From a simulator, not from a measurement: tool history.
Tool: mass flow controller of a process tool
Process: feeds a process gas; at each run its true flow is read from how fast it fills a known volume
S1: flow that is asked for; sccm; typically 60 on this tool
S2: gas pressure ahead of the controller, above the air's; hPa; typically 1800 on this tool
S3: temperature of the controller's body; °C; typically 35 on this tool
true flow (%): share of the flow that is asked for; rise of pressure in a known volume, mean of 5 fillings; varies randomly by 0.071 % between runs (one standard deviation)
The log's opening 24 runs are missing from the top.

{"run": 25, "hour": 4750.2, "S1": 32, "S2": 1800, "S3": 35, "true flow (%)": 96.86}
{"run": 26, "hour": 4935.1, "S1": 32, "S2": 1800, "S3": 35, "true flow (%)": 96.8}
{"hour": 4957.8, "done": "controller's zero set anew"}
{"run": 27, "hour": 5182.3, "S1": 32, "S2": 1710, "S3": 35, "true flow (%)": 95.88}
{"run": 28, "hour": 5410.5, "S1": 25, "S2": 1880, "S3": 22, "true flow (%)": 93.48}
{"run": 29, "hour": 5585.6, "S1": 33, "S2": 2760, "S3": 25, "true flow (%)": 94.27}
{"hour": 5856.3, "done": "controller's zero set anew, once more"}
{"run": 30, "hour": 5859.9, "S1": 60, "S2": 1730, "S3": 23, "true flow (%)": 98.47}
{"run": 31, "hour": 6054.3, "S1": 60, "S2": 1470, "S3": 33, "true flow (%)": 99.36}
{"run": 32, "hour": 6252.3, "S1": 62, "S2": 1460, "S3": 38, "true flow (%)": 99.63}
{"run": 33, "hour": 6418.1, "S1": 66, "S2": 1460, "S3": 22, "true flow (%)": 98.49}
{"run": 34, "hour": 6647.7, "S1": 38, "S2": 1790, "S3": 27, "true flow (%)": 98.15}
{"run": 35, "hour": 6850.9, "S1": 38, "S2": 1790, "S3": 27, "true flow (%)": 98.1}
{"run": 36, "hour": 7117.6, "S1": 38, "S2": 1790, "S3": 27, "true flow (%)": 98.08}
{"run": 37, "hour": 7366.9, "S1": 24, "S2": 1790, "S3": 34, "true flow (%)": 98.13}
{"run": 38, "hour": 7567.1, "S1": 27, "S2": 2720, "S3": 23, "true flow (%)": 96.73}
{"run": 39, "hour": 7821.3, "S1": 103, "S2": 2770, "S3": 31, "true flow (%)": 97.94}
{"run": 40, "hour": 8055.6, "S1": 60, "S2": 1530, "S3": 23, "true flow (%)": 97.98}
{"run": 41, "hour": 8172.4, "S1": 21, "S2": 1850, "S3": 21, "true flow (%)": 96.46}
{"run": 42, "hour": 8354.5, "S1": 21, "S2": 1850, "S3": 21, "true flow (%)": 96.2}
{"run": 43, "hour": 8479.4, "S1": 21, "S2": 1850, "S3": 21, "true flow (%)": 96.19}
{"run": 44, "hour": 8694.7, "S1": 21, "S2": 1850, "S3": 21, "true flow (%)": 96.03}
{"run": 45, "hour": 8854.4, "S1": 158, "S2": 1510, "S3": 34, "true flow (%)": 99.16}
{"run": 46, "hour": 9079.2, "S1": 158, "S2": 1510, "S3": 34, "true flow (%)": 99.17}
{"run": 47, "hour": 9322.1, "S1": 60, "S2": 1800, "S3": 35, "true flow (%)": 98.19}
{"run": 48, "hour": 9512.1, "S1": 60, "S2": 1800, "S3": 23, "true flow (%)": 97.17}
{"run": 49, "hour": 9702.0, "S1": 60, "S2": 2240, "S3": 29, "true flow (%)": 97.28}

3 ways to go on from here, each from the tool as it stands after run 49. What would each give?
{"run": "A", "hour": 9937.7, "S1": 62, "S2": 1590, "S3": 35, "true flow (%)": "?"}
{"run": "B", "hour": 9937.7, "S1": 24, "S2": 1750, "S3": 21, "true flow (%)": "?"}
{"run": "C", "hour": 9937.7, "S1": 79, "S2": 1750, "S3": 35, "true flow (%)": "?"}

run=A true_flow_(%)=98.27
run=B true_flow_(%)=95.53
run=C true_flow_(%)=98.28
Take away the tool's hidden state, keep each run's random variation, and the runs would have read:
run=A true_flow_(%)=100.75
run=B true_flow_(%)=99.3
run=C true_flow_(%)=100.59

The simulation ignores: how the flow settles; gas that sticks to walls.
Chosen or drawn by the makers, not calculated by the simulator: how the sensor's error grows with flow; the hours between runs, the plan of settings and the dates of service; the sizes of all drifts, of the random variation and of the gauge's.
